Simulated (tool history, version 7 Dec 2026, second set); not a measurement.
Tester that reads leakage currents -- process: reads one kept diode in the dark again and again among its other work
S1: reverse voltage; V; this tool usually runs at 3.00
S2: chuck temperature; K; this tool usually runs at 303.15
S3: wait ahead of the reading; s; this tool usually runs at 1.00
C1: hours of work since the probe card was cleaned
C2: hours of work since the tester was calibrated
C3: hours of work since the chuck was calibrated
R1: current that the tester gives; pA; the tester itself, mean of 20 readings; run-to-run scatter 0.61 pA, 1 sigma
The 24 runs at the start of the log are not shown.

run    hour    S1      S2    S3    C1    C2   C3       R1
 25  1342.6  3.00  318.15  4.65   933  1094  394   598.15
 26  1379.8  3.00  310.15  4.16   956  1117  418   339.75
 27  1421.5  3.00  293.15  2.99   983  1144  444    93.11
 28  1489.8  3.00  293.15  2.99  1026  1187  487    92.94
 29  1545.5  3.00  295.15  1.00  1061  1222  522   109.06
     1572.7  -- chuck's temperature calibrated
 30  1584.8  2.80  295.15  7.31  1084  1246    8   106.32
 31  1616.2  1.83  300.15  8.49  1104  1265   27   127.76
 32  1678.7  1.83  309.15  8.49  1144  1305   67   251.05
 33  1753.0  3.23  303.15  1.00  1191  1352  114   211.43
 34  1795.6  3.77  303.15  4.57  1218  1379  141   225.67
 35  1851.4  2.39  315.15  0.39  1253  1414  176   435.76
 36  1916.0  2.70  328.15  1.00  1294  1455  217  1109.13
 37  1959.7  1.24  317.15  5.33  1321  1482  244   368.12
 38  2037.9  1.24  317.15  5.33  1371  1532  294   368.18
 39  2071.5  7.07  305.15  2.62  1392  1553  315   350.14
     2123.1  -- probe card cleaned and baked
 40  2142.3  3.00  307.15  1.00    12  1596  358   273.58

Branching from run 40: 4 alternative next runs. What would each branch give?
  A  2205.9   5.67  303.15  1.00  52  1636  398   ?
  B  2205.9   3.00  326.15  1.71  52  1636  398   ?
  C  2205.9   3.00  312.15  1.00  52  1636  398   ?
  D  2205.9  16.44  327.15  1.00  52  1636  398   ?

run       R1
  A   275.61
  B  1019.64
  C   393.10
  D  2408.31
Without the tool's hidden state the same runs would have given:
run       R1
  A   276.08
  B  1021.15
  C   393.73
  D  2411.85

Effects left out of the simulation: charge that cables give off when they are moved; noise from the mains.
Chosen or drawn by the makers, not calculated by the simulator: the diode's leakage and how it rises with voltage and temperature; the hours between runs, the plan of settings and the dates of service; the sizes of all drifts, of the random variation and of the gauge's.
